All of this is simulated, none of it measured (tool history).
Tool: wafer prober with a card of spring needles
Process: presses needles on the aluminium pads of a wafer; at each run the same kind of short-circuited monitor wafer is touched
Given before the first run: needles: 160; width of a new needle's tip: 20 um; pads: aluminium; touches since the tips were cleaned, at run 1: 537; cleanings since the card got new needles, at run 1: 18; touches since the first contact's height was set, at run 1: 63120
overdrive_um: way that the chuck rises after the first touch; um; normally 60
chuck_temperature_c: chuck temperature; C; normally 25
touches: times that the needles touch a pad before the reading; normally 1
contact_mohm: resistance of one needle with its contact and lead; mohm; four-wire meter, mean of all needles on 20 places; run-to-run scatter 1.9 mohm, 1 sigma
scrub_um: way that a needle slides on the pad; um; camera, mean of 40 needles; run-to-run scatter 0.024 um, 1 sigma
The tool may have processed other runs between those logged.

| run | hour | overdrive_um | chuck_temperature_c | touches | touches since the tips were cleaned | cleanings since the card got new needles | touches since the first contact's height was set | contact_mohm | scrub_um |
|---|---|---|---|---|---|---|---|---|---|
| 1 | 0 | 60 | 25 | 1 | 537 | 18 | 63120 | 323 | 11.02 |
| 2 | 4.4 | 60 | 25 | 1 | 2490 | 18 | 65073 | 546 | 11.02 |
|  | 7.1 | tips cleaned on abrasive film |
| 3 | 10.3 | 60 | 25 | 1 | 1389 | 19 | 67607 | 439 | 11.02 |
|  | 15.1 | tips cleaned on abrasive film |
| 4 | 16.3 | 60 | 25 | 1 | 517 | 20 | 70205 | 295 | 11.08 |
| 5 | 20.4 | 60 | 25 | 1 | 2326 | 20 | 72014 | 506 | 11.04 |
|  | 23 | tips cleaned on abrasive film |
| 6 | 28.4 | 60 | 25 | 1 | 2374 | 21 | 75510 | 530 | 10.99 |
|  | 30.8 | tips cleaned on abrasive film |
| 7 | 34.8 | 60 | 79 | 1 | 1795 | 22 | 78294 | 468 | 11.01 |
|  | 38.4 | tips cleaned on abrasive film |
| 8 | 43.7 | 60 | 25 | 1 | 2361 | 23 | 82175 | 534 | 10.97 |
|  | 46.8 | tips cleaned on abrasive film |
| 9 | 48.9 | 60 | 25 | 1 | 949 | 24 | 84410 | 380 | 10.93 |
|  | 54.6 | tips cleaned on abrasive film |
| 10 | 57.6 | 60 | 25 | 1 | 1321 | 25 | 88211 | 433 | 10.95 |
|  | 62.4 | tips cleaned on abrasive film |
| 11 | 67.4 | 60 | 25 | 1 | 2201 | 26 | 92481 | 513 | 10.95 |
|  | 70.5 | tips cleaned on abrasive film |
| 12 | 72.4 | 60 | 25 | 3 | 854 | 27 | 94637 | 266 | 10.92 |
| 13 | 76.7 | 46 | 25 | 3 | 2757 | 27 | 96540 | 444 | 8.28 |
|  | 78.3 | tips cleaned on abrasive film |
| 14 | 84.5 | 46 | 25 | 3 | 2770 | 28 | 99937 | 437 | 8.32 |
|  | 86.2 | tips cleaned on abrasive film |
| 15 | 91.6 | 60 | 90 | 1 | 2347 | 29 | 102989 | 524 | 10.92 |
|  | 94 | tips cleaned on abrasive film |
| 16 | 100.7 | 60 | 90 | 1 | 2972 | 30 | 106981 | 574 | 10.9 |
|  | 101.7 | tips cleaned on abrasive film |
| 17 | 107 | 60 | 25 | 2 | 2327 | 31 | 109689 | 398 | 10.87 |
|  | 109.4 | tips cleaned on abrasive film |
| 18 | 114.3 | 60 | 105 | 1 | 2156 | 32 | 112868 | 502 | 10.92 |
|  | 117.4 | tips cleaned on abrasive film |
| 19 | 122.7 | 53 | 25 | 1 | 2329 | 33 | 116535 | 644 | 9.55 |
|  | 125.4 | tips cleaned on abrasive film |
| 20 | 130.8 | 60 | 53 | 1 | 2405 | 34 | 120060 | 550 | 10.85 |
|  | 133 | tips cleaned on abrasive film |
| 21 | 139.8 | 60 | 53 | 1 | 2977 | 35 | 123973 | 573 | 10.84 |
|  | 140.6 | tips cleaned on abrasive film |
|  | 148.5 | tips cleaned on abrasive film |
| 22 | 148.5 | 58 | 33 | 3 | 0 | 37 | 127700 | 224 | 10.44 |
| 23 | 152.6 | 58 | 33 | 3 | 1830 | 37 | 129530 | 315 | 10.4 |
|  | 156.7 | tips cleaned on abrasive film |
| 24 | 161.8 | 43 | 25 | 1 | 2263 | 38 | 133534 | 898 | 7.6 |
|  | 164.3 | tips cleaned on abrasive film |
| 25 | 170.8 | 71 | 45 | 2 | 2852 | 39 | 137448 | 384 | 12.87 |
|  | 172.5 | tips cleaned on abrasive film |
|  | 176.2 | height of the first contact set anew |
| 26 | 176.8 | 49 | 25 | 1 | 1773 | 40 | 261 | 624 | 9.16 |
|  | 180.4 | tips cleaned on abrasive film |
| 27 | 181 | 50 | 26 | 3 | 236 | 41 | 2067 | 245 | 9.37 |
| 28 | 186.9 | 60 | 121 | 1 | 2843 | 41 | 4674 | 536 | 11.21 |
|  | 188.4 | tips cleaned on abrasive film |
| 29 | 195.2 | 60 | 35 | 2 | 2988 | 42 | 8284 | 438 | 11.2 |
|  | 196.2 | tips cleaned on abrasive film |
| 30 | 201.7 | 60 | 35 | 2 | 2427 | 43 | 11109 | 410 | 11.24 |
|  | 204 | tips cleaned on abrasive film |
| 31 | 207.6 | 60 | 36 | 2 | 1549 | 44 | 13648 | 353 | 11.19 |
|  | 212 | tips cleaned on abrasive film |
| 32 | 213.4 | 60 | 36 | 2 | 586 | 45 | 16165 | 278 | 11.21 |
|  | 220 | tips cleaned on abrasive film |
| 33 | 221.9 | 60 | 36 | 2 | 818 | 46 | 19860 | 288 | 11.2 |

What differs in the tool's unlogged condition from the final listed run ahead of each entry between runs to the first listed run following it?
Run 2 -> run 3: tips cleaned on abrasive film (hour 7.1)
  debris on the tips, nm: 80.3 -> 55.5; way that the needles fall short of the set height, um: 1.17 -> 1.22; tips' diameter, um: 20.41 -> 20.43
  measured value less the no-hidden-state value, contact_mohm: +337 -> +233 mohm; scrub_um: -0.22 -> -0.23 um
Run 3 -> run 4: tips cleaned on abrasive film (hour 15.1)
  debris on the tips, nm: 55.5 -> 21.2; way that the needles fall short of the set height, um: 1.22 -> 1.29; tips' diameter, um: 20.43 -> 20.45
  measured value less the no-hidden-state value, contact_mohm: +233 -> +89 mohm; scrub_um: -0.23 -> -0.24 um
Run 5 -> run 6: tips cleaned on abrasive film (hour 23)
  debris on the tips, nm: 71.7 -> 74.7; way that the needles fall short of the set height, um: 1.29 -> 1.37; tips' diameter, um: 20.45 -> 20.48
  measured value less the no-hidden-state value, contact_mohm: +300 -> +320 mohm; scrub_um: -0.24 -> -0.26 um
Run 6 -> run 7: tips cleaned on abrasive film (hour 30.8)
  debris on the tips, nm: 74.7 -> 63.3; way that the needles fall short of the set height, um: 1.37 -> 1.45; tips' diameter, um: 20.48 -> 20.51
  measured value less the no-hidden-state value, contact_mohm: +320 -> +247 mohm; scrub_um: -0.26 -> -0.27 um
Run 7 -> run 8: tips cleaned on abrasive film (hour 38.4)
  debris on the tips, nm: 63.3 -> 75.9; way that the needles fall short of the set height, um: 1.45 -> 1.53; tips' diameter, um: 20.51 -> 20.53
  measured value less the no-hidden-state value, contact_mohm: +247 -> +326 mohm; scrub_um: -0.27 -> -0.29 um
Run 8 -> run 9: tips cleaned on abrasive film (hour 46.8)
  debris on the tips, nm: 75.9 -> 40.1; way that the needles fall short of the set height, um: 1.53 -> 1.6; tips' diameter, um: 20.53 -> 20.56
  measured value less the no-hidden-state value, contact_mohm: +326 -> +173 mohm; scrub_um: -0.29 -> -0.3 um
Run 9 -> run 10: tips cleaned on abrasive film (hour 54.6)
  debris on the tips, nm: 40.1 -> 52.8; way that the needles fall short of the set height, um: 1.6 -> 1.65; tips' diameter, um: 20.56 -> 20.58
  measured value less the no-hidden-state value, contact_mohm: +173 -> +227 mohm; scrub_um: -0.3 -> -0.31 um
Run 10 -> run 11: tips cleaned on abrasive film (hour 62.4)
  debris on the tips, nm: 52.8 -> 70.4; way that the needles fall short of the set height, um: 1.65 -> 1.7; tips' diameter, um: 20.58 -> 20.59
  measured value less the no-hidden-state value, contact_mohm: +227 -> +306 mohm; scrub_um: -0.31 -> -0.32 um
Run 11 -> run 12: tips cleaned on abrasive film (hour 70.5)
  debris on the tips, nm: 70.4 -> 37.6; way that the needles fall short of the set height, um: 1.7 -> 1.78; tips' diameter, um: 20.59 -> 20.62
  measured value less the no-hidden-state value, contact_mohm: +306 -> +60 mohm; scrub_um: -0.32 -> -0.33 um
Run 13 -> run 14: tips cleaned on abrasive film (hour 78.3)
  debris on the tips, nm: 84.3 -> 81; way that the needles fall short of the set height, um: 1.78 -> 1.85; tips' diameter, um: 20.62 -> 20.65
  measured value less the no-hidden-state value, contact_mohm: +228 -> +220 mohm; scrub_um: -0.33 -> -0.35 um
Run 14 -> run 15: tips cleaned on abrasive film (hour 86.2)
  debris on the tips, nm: 81 -> 76.4; way that the needles fall short of the set height, um: 1.85 -> 1.91; tips' diameter, um: 20.65 -> 20.67
  measured value less the no-hidden-state value, contact_mohm: +220 -> +303 mohm; scrub_um: -0.35 -> -0.36 um
Run 15 -> run 16: tips cleaned on abrasive film (hour 94)
  debris on the tips, nm: 76.4 -> 85.1; way that the needles fall short of the set height, um: 1.91 -> 1.98; tips' diameter, um: 20.67 -> 20.69
  measured value less the no-hidden-state value, contact_mohm: +303 -> +347 mohm; scrub_um: -0.36 -> -0.37 um
Run 16 -> run 17: tips cleaned on abrasive film (hour 101.7)
  debris on the tips, nm: 85.1 -> 71.9; way that the needles fall short of the set height, um: 1.98 -> 2.02; tips' diameter, um: 20.69 -> 20.71
  measured value less the no-hidden-state value, contact_mohm: +347 -> +192 mohm; scrub_um: -0.37 -> -0.38 um
Run 17 -> run 18: tips cleaned on abrasive film (hour 109.4)
  debris on the tips, nm: 71.9 -> 70.2; way that the needles fall short of the set height, um: 2.02 -> 2.07; tips' diameter, um: 20.71 -> 20.73
  measured value less the no-hidden-state value, contact_mohm: +192 -> +275 mohm; scrub_um: -0.38 -> -0.39 um
Run 18 -> run 19: tips cleaned on abrasive film (hour 117.4)
  debris on the tips, nm: 70.2 -> 75.4; way that the needles fall short of the set height, um: 2.07 -> 2.15; tips' diameter, um: 20.73 -> 20.75
  measured value less the no-hidden-state value, contact_mohm: +275 -> +433 mohm; scrub_um: -0.39 -> -0.4 um
Run 19 -> run 20: tips cleaned on abrasive film (hour 125.4)
  debris on the tips, nm: 75.4 -> 76.3; way that the needles fall short of the set height, um: 2.15 -> 2.22; tips' diameter, um: 20.75 -> 20.78
  measured value less the no-hidden-state value, contact_mohm: +433 -> +333 mohm; scrub_um: -0.4 -> -0.42 um
Run 20 -> run 21: tips cleaned on abrasive film (hour 133)
  debris on the tips, nm: 76.3 -> 84.7; way that the needles fall short of the set height, um: 2.22 -> 2.29; tips' diameter, um: 20.78 -> 20.8
  measured value less the no-hidden-state value, contact_mohm: +333 -> +361 mohm; scrub_um: -0.42 -> -0.43 um
Run 21 -> run 22: tips cleaned on abrasive film (hour 140.6); tips cleaned on abrasive film (hour 148.5)
  debris on the tips, nm: 84.7 -> 6; way that the needles fall short of the set height, um: 2.29 -> 2.43; tips' diameter, um: 20.8 -> 20.85
  measured value less the no-hidden-state value, contact_mohm: +361 -> +13 mohm; scrub_um: -0.43 -> -0.46 um
Run 23 -> run 24: tips cleaned on abrasive film (hour 156.7)
  debris on the tips, nm: 59.8 -> 75.5; way that the needles fall short of the set height, um: 2.43 -> 2.48; tips' diameter, um: 20.85 -> 20.87
  measured value less the no-hidden-state value, contact_mohm: +105 -> +681 mohm; scrub_um: -0.46 -> -0.47 um
Run 24 -> run 25: tips cleaned on abrasive film (hour 164.3)
  debris on the tips, nm: 75.5 -> 89; way that the needles fall short of the set height, um: 2.48 -> 2.55; tips' diameter, um: 20.87 -> 20.89
  measured value less the no-hidden-state value, contact_mohm: +681 -> +172 mohm; scrub_um: -0.47 -> -0.48 um
Run 25 -> run 26: tips cleaned on abrasive film (hour 172.5); height of the first contact set anew (hour 176.2)
  debris on the tips, nm: 89 -> 66; way that the needles fall short of the set height, um: 2.55 -> 0; tips' diameter, um: 20.89 -> 20.92
  measured value less the no-hidden-state value, contact_mohm: +172 -> +411 mohm; scrub_um: -0.48 -> +0 um
Run 26 -> run 27: tips cleaned on abrasive film (hour 180.4)
  debris on the tips, nm: 66 -> 14.4; way that the needles fall short of the set height, um: 0 -> 0.07; tips' diameter, um: 20.92 -> 20.94
  measured value less the no-hidden-state value, contact_mohm: +411 -> +33 mohm; scrub_um: +0 -> -0.02 um
Run 28 -> run 29: tips cleaned on abrasive film (hour 188.4)
  debris on the tips, nm: 83.4 -> 89.7; way that the needles fall short of the set height, um: 0.07 -> 0.14; tips' diameter, um: 20.94 -> 20.97
  measured value less the no-hidden-state value, contact_mohm: +303 -> +227 mohm; scrub_um: -0.01 -> -0.03 um
Run 29 -> run 30: tips cleaned on abrasive film (hour 196.2)
  debris on the tips, nm: 89.7 -> 76.7; way that the needles fall short of the set height, um: 0.14 -> 0.19; tips' diameter, um: 20.97 -> 20.98
  measured value less the no-hidden-state value, contact_mohm: +227 -> +197 mohm; scrub_um: -0.03 -> -0.03 um
Run 30 -> run 31: tips cleaned on abrasive film (hour 204)
  debris on the tips, nm: 76.7 -> 54.6; way that the needles fall short of the set height, um: 0.19 -> 0.24; tips' diameter, um: 20.98 -> 21
  measured value less the no-hidden-state value, contact_mohm: +197 -> +140 mohm; scrub_um: -0.03 -> -0.04 um
Run 31 -> run 32: tips cleaned on abrasive film (hour 212)
  debris on the tips, nm: 54.6 -> 26.6; way that the needles fall short of the set height, um: 0.24 -> 0.3; tips' diameter, um: 21 -> 21.02
  measured value less the no-hidden-state value, contact_mohm: +140 -> +68 mohm; scrub_um: -0.04 -> -0.06 um
Run 32 -> run 33: tips cleaned on abrasive film (hour 220)
  debris on the tips, nm: 26.6 -> 29.3; way that the needles fall short of the set height, um: 0.3 -> 0.37; tips' diameter, um: 21.02 -> 21.05
  measured value less the no-hidden-state value, contact_mohm: +68 -> +76 mohm; scrub_um: -0.06 -> -0.07 um
